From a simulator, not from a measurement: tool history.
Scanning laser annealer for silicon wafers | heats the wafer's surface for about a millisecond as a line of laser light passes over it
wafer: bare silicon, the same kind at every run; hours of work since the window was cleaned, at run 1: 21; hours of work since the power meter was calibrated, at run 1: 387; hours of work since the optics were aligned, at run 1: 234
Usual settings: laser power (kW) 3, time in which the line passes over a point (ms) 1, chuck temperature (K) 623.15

run   hour  laser power (kW)  time in which the line passes over a point (ms)  chuck temperature (K)  hours of work since the window was cleaned  hours of work since the power meter was calibrated  hours of work since the optics were aligned  highest temperature of the surface (K)
  1      0                 3                                                1                 623.15                                          21                                                 387                                          234                                 1339.15
  2   48.9             3.086                                                1                 623.15                                          42                                                 409                                          256                                 1361.15
  3   74.9                 3                                             0.91                 623.15                                          53                                                 420                                          267                                 1306.15
  4  113.7             2.871                                                1                 623.15                                          70                                                 437                                          284                                 1300.15
  5  171.7             2.871                                                1                 623.15                                          95                                                 462                                          309                                 1298.15
  6  220.8             2.871                                                1                 623.15                                         116                                                 483                                          330                                 1296.15
  7  252.2             2.871                                                1                 623.15                                         130                                                 497                                          344                                 1292.15
  8  299.5             2.871                                                1                 659.15                                         151                                                 517                                          365                                 1331.15
  9  330.7             2.871                                                1                 659.15                                         164                                                 531                                          378                                 1330.15
 10  357.2                 3                                                1                 623.15                                         176                                                 542                                          390                                 1324.15
 11  413.9              2.56                                                1                 623.15                                         200                                                 567                                          414                                 1209.15
 12  451.4              2.56                                                1                 623.15                                         217                                                 583                                          431                                 1207.15
 13  500.1              2.56                                                1                 623.15                                         238                                                 605                                          452                                 1206.15
 14  525.6                 3                                             1.18                 623.15                                         249                                                 616                                          463                                 1371.15
 15  579.5                 3                                             1.18                 623.15                                         272                                                 639                                          486                                 1364.15
 16  636.3                 3                                             1.18                 597.15                                         297                                                 664                                          511                                 1337.15
 17  665.4                 3                                             1.18                 597.15                                         310                                                 676                                          524                                 1335.15
 18  696.9                 3                                             1.18                 597.15                                         323                                                 690                                          537                                 1334.15

Forecast run 19:
 19  737.8             3.025                                             1.23                 633.15                                         341                                                 708                                          555                                       ?

{"run 19": {"highest temperature of the surface (K)": 1394.15}}
Without the tool's hidden state the same run would have given highest temperature of the surface (K) 1441.15.
